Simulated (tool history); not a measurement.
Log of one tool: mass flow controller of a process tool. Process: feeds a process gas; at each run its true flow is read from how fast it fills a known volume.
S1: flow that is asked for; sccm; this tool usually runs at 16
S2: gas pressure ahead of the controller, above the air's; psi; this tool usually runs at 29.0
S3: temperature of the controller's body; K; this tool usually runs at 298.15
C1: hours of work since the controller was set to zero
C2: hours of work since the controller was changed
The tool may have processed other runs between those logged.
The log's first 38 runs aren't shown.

run 39 day=154.621 | S1=2 S2=22.8 S3=306.15 | C1=1689 C2=1689 | true_flow_(%)=94.68
run 40 day=156.962 | S1=8 S2=30.7 S3=294.15 | C1=1709 C2=1709 | true_flow_(%)=98.71
run 41 day=160.962 | S1=4 S2=29.0 S3=298.15 | C1=1742 C2=1742 | true_flow_(%)=97.23
run 42 day=163.733 | S1=7 S2=29.0 S3=297.15 | C1=1765 C2=1765 | true_flow_(%)=98.28
run 43 day=166.804 | S1=7 S2=29.0 S3=297.15 | C1=1790 C2=1790 | true_flow_(%)=98.48
run 44 day=170.967 | S1=14 S2=24.2 S3=303.15 | C1=1825 C2=1825 | true_flow_(%)=98.87
run 45 day=175.162 | S1=14 S2=24.2 S3=303.15 | C1=1860 C2=1860 | true_flow_(%)=99.12
run 46 day=180.271 | S1=9 S2=34.4 S3=310.15 | C1=1902 C2=1902 | true_flow_(%)=98.48
run 47 day=185.371 | S1=3 S2=34.1 S3=299.15 | C1=1944 C2=1944 | true_flow_(%)=96.47
run 48 day=189.633 | S1=16 S2=20.9 S3=294.15 | C1=1980 C2=1980 | true_flow_(%)=99.30
run 49 day=193.962 | S1=15 S2=28.0 S3=313.15 | C1=2015 C2=2015 | true_flow_(%)=98.77
run 50 day=196.704 | S1=9 S2=24.7 S3=308.15 | C1=2038 C2=2038 | true_flow_(%)=98.10

Predict each of these 3 candidate next runs independently; none follows another, all start after run 50:
run A day=200.862 | S1=13 S2=36.4 S3=295.15 | C1=2073 C2=2073 | true_flow_(%)=?
run B day=200.862 | S1=2 S2=23.1 S3=310.15 | C1=2073 C2=2073 | true_flow_(%)=?
run C day=200.862 | S1=15 S2=32.8 S3=294.15 | C1=2073 C2=2073 | true_flow_(%)=?

run=A true_flow_(%)=99.45
run=B true_flow_(%)=93.81
run=C true_flow_(%)=99.47
With the hidden condition removed and each run's random variation left untouched, the same runs would have given:
run=A true_flow_(%)=99.96
run=B true_flow_(%)=98.51
run=C true_flow_(%)=99.88
